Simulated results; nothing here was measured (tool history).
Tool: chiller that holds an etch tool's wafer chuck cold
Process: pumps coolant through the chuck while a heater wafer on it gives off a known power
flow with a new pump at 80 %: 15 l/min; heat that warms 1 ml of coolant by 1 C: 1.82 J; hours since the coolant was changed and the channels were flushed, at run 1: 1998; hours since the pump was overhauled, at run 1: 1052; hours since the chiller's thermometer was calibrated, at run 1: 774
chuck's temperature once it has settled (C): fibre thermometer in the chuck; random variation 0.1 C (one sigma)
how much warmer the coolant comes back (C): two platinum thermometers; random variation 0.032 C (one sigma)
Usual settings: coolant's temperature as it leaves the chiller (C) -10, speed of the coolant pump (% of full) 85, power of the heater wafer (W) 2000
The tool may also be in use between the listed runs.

run,hour,coolant's temperature as it leaves the chiller (C),speed of the coolant pump (% of full),power of the heater wafer (W),hours since the coolant was changed and the channels were flushed,hours since the pump was overhauled,hours since the chiller's thermometer was calibrated,chuck's temperature once it has settled (C),how much warmer the coolant comes back (C)
1,0,-10,85,2000,1998,1052,774,1.4,4.13
2,28.6,-10,85,2000,2026,1080,803,1.3,4.16
3,58.3,-10,85,2000,2056,1110,832,1.4,4.16
4,72.9,-10,88,2000,2071,1125,847,1,4.05
5,104.9,-10,88,2000,2103,1157,879,1,4.08
6,138.6,-10,88,2000,2136,1190,913,1,4.08
7,168,-10,88,2000,2166,1220,942,0.9,4.09
8,202.5,-10,85,1147,2200,1254,977,-3.6,2.52
9,218,-10,85,1147,2216,1270,992,-3.6,2.49
10,237.4,-10,85,1147,2235,1289,1012,-3.4,2.54
11,268.9,-10,85,1688,2267,1321,1043,-0.2,3.69
12,293,-10,85,1039,2291,1345,1067,-4.1,2.36
13,319.5,-10,85,2000,2317,1371,1094,1.5,4.32
14,343.5,-10,85,2000,2341,1395,1118,1.3,4.39
15,374.8,-10,85,1769,2373,1426,1149,0.2,3.95
16,397.9,-10,85,1769,2396,1450,1172,-0.1,3.9
17,430.2,-17,82,1359,2428,1482,1204,-9,3.17
18,446.9,-17,82,1359,2445,1499,1221,-8.9,3.26
19,476,-2,61,1739,2474,1528,1250,10.9,5.38
20,501.2,-3,85,1222,2499,1553,1275,3.8,2.82
21,529.2,-18,85,2089,2527,1581,1303,-6.2,4.66
22,551.5,-18,85,2089,2549,1603,1326,-6.3,4.71
23,571.4,-9,64,2074,2569,1623,1346,6,6.15
24,597.9,-9,64,2074,2596,1650,1372,6.1,6.16
25,614.4,-17,100,2514,2612,1666,1389,-4.6,4.82
26,631.1,-11,85,1547,2629,1683,1405,-2.4,3.6
27,653.8,-10,61,1033,2652,1705,1428,-2.2,3.44
28,677.2,-10,61,1033,2675,1729,1451,-2.4,3.4
# hour 681.4: gauge calibrated
29,700.3,-5,74,2111,2698,1752,1474,8.4,5.01
30,732.4,-13,99,2548,2730,1784,1507,-0.2,4.52
31,756.7,-13,71,1110,2755,1808,1531,-5.5,2.82
32,771.6,-13,71,1110,2769,1823,1546,-5.6,2.83

Forecast each of these 4 alternatives for the next run:
A,793.2,-13,71,1309,2791,1845,1567,?,?
B,793.2,-10,61,1147,2791,1845,1567,?,?
C,793.2,-3,85,2000,2791,1845,1567,?,?
D,793.2,-10,98,1175,2791,1845,1567,?,?

run,chuck's temperature once it has settled (C),how much warmer the coolant comes back (C)
A,-4.4,3.29
B,-1.3,3.44
C,8.2,4.24
D,-4,2.13
Without the tool's hidden state the same runs would have given:
run,chuck's temperature once it has settled (C),how much warmer the coolant comes back (C)
A,-4.4,3.22
B,-1.3,3.37
C,8.2,4.16
D,-4,2.05
